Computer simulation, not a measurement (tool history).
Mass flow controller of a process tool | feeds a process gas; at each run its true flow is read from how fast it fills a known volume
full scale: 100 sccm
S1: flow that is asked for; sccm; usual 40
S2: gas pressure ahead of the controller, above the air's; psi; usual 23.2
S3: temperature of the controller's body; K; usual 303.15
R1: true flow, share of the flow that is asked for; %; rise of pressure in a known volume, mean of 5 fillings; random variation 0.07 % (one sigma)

run 1 day=0.000 | S1=40 S2=23.2 S3=303.15 | R1=98.08
run 2 day=17.875 | S1=98 S2=23.2 S3=303.15 | R1=100.49
run 3 day=34.267 | S1=40 S2=23.2 S3=303.15 | R1=98.16
run 4 day=47.708 | S1=40 S2=23.2 S3=303.15 | R1=98.12
run 5 day=65.429 | S1=40 S2=23.2 S3=303.15 | R1=98.12
run 6 day=80.396 | S1=71 S2=23.2 S3=303.15 | R1=99.58
run 7 day=96.096 | S1=40 S2=23.2 S3=303.15 | R1=98.17
run 8 day=112.438 | S1=40 S2=23.2 S3=303.15 | R1=98.14
run 9 day=127.467 | S1=40 S2=23.2 S3=303.15 | R1=98.11
run 10 day=139.104 | S1=40 S2=23.2 S3=303.15 | R1=98.17
run 11 day=150.629 | S1=17 S2=39.5 S3=297.15 | R1=95.97
run 12 day=168.050 | S1=40 S2=27.3 S3=303.15 | R1=98.31
run 13 day=177.779 | S1=40 S2=27.3 S3=303.15 | R1=98.46
run 14 day=189.912 | S1=40 S2=27.3 S3=303.15 | R1=98.50
run 15 day=208.371 | S1=40 S2=27.3 S3=303.15 | R1=98.31
run 16 day=221.817 | S1=40 S2=27.3 S3=303.15 | R1=98.26
run 17 day=236.700 | S1=40 S2=25.4 S3=305.15 | R1=98.43
run 18 day=245.504 | S1=13 S2=20.7 S3=305.15 | R1=93.87
run 19 day=257.917 | S1=82 S2=23.2 S3=303.15 | R1=100.52
run 20 day=275.292 | S1=12 S2=37.3 S3=298.15 | R1=93.42

Measured less the same run without the tool's hidden state. The same run-to-run variation is in both; the gauge's scatter may not be:
The hidden state here: flow at rest that the sensor doesn't see, % of full scale; true flow over the shown one, %; drift of the gauge itself on true_pct, %.
run=1 R1=-0.08
run=2 R1=+0.40
run=3 R1=-0.04
run=4 R1=-0.04
run=5 R1=-0.04
run=6 R1=+0.42
run=7 R1=-0.03
run=8 R1=-0.02
run=9 R1=-0.02
run=10 R1=+0.00
run=11 R1=-1.78
run=12 R1=+0.00
run=13 R1=+0.00
run=14 R1=+0.00
run=15 R1=+0.01
run=16 R1=+0.02
run=17 R1=+0.02
run=18 R1=-3.49
run=19 R1=+0.93
run=20 R1=-4.17
